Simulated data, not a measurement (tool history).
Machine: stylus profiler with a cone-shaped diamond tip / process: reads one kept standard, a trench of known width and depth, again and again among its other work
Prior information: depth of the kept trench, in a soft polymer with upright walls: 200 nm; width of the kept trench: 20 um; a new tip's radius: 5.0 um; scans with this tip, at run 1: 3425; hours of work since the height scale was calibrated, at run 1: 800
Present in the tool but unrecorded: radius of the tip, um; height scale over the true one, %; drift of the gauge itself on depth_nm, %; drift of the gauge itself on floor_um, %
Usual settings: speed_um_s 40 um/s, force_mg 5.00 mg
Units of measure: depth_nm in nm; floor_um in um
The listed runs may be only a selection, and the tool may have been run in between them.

run,hour,speed_um_s,force_mg,scans with this tip,hours of work since the height scale was calibrated,depth_nm,floor_um
1,0.0,40,5.00,3425,800,202.04,16.90
2,22.6,40,2.60,3490,816,200.95,16.81
3,50.9,40,2.60,3573,835,200.95,16.75
4,75.3,40,2.00,3643,851,200.62,16.76
5,102.5,40,7.59,3722,870,202.81,16.85
6,126.3,40,11.07,3791,886,203.91,16.87
7,153.9,40,11.07,3871,905,203.80,16.85
8,183.6,19,5.00,3957,925,201.83,16.84
9,204.5,144,5.00,4018,939,201.89,16.52
10,230.4,144,5.00,4093,956,201.85,16.51
11,256.7,144,5.00,4169,974,201.80,16.54
12,268.8,144,5.00,4204,982,201.71,16.48
13,286.8,144,5.00,4256,995,201.70,16.53
14,309.9,144,5.00,4323,1010,201.73,16.48
15,332.5,14,5.00,4389,1026,201.77,16.84
16,346.2,14,5.00,4429,1035,201.68,16.83
17,359.3,14,2.81,4466,1044,200.79,16.80
18,373.9,20,12.87,4509,1054,204.16,16.90
# hour 375.8: height scale calibrated on a step standard
19,395.8,20,12.87,4571,14,203.37,16.82
20,424.8,17,5.78,4655,33,201.15,16.83
# hour 427.2: height scale calibrated on a step standard, once more
21,451.5,13,3.05,4731,16,201.90,16.82
22,472.6,13,3.05,4792,31,201.78,16.79
23,499.8,13,3.05,4871,49,201.90,16.73
24,516.7,19,12.55,4920,61,205.26,16.80
25,531.5,37,14.34,4963,71,205.58,16.77
26,560.0,39,14.34,5045,90,205.58,16.78
27,586.9,39,14.34,5123,108,205.56,16.84
28,612.0,147,8.00,5196,125,203.71,16.51
29,635.8,40,9.16,5265,141,204.01,16.73
30,662.8,40,9.16,5343,160,203.95,16.68
31,683.8,62,14.30,5404,174,205.50,16.70
32,707.5,62,14.30,5473,190,205.30,16.69

What differs in the tool's unlogged condition from the final listed run ahead of each entry between runs to the first listed run following it?
Run 18 -> run 19: height scale calibrated on a step standard (hour 375.8)
  radius of the tip, um: 6.23 -> 6.25; height scale over the true one, %: -0.573 -> -0.966
  measured minus no-state result, depth_nm: -1.18 -> -1.98 nm; floor_um: -0.33 -> -0.33 um
Run 20 -> run 21: height scale calibrated on a step standard, once more (hour 427.2)
  radius of the tip, um: 6.27 -> 6.29; height scale over the true one, %: -0.976 -> -0.038
  measured minus no-state result, depth_nm: -1.98 -> -0.08 nm; floor_um: -0.34 -> -0.35 um
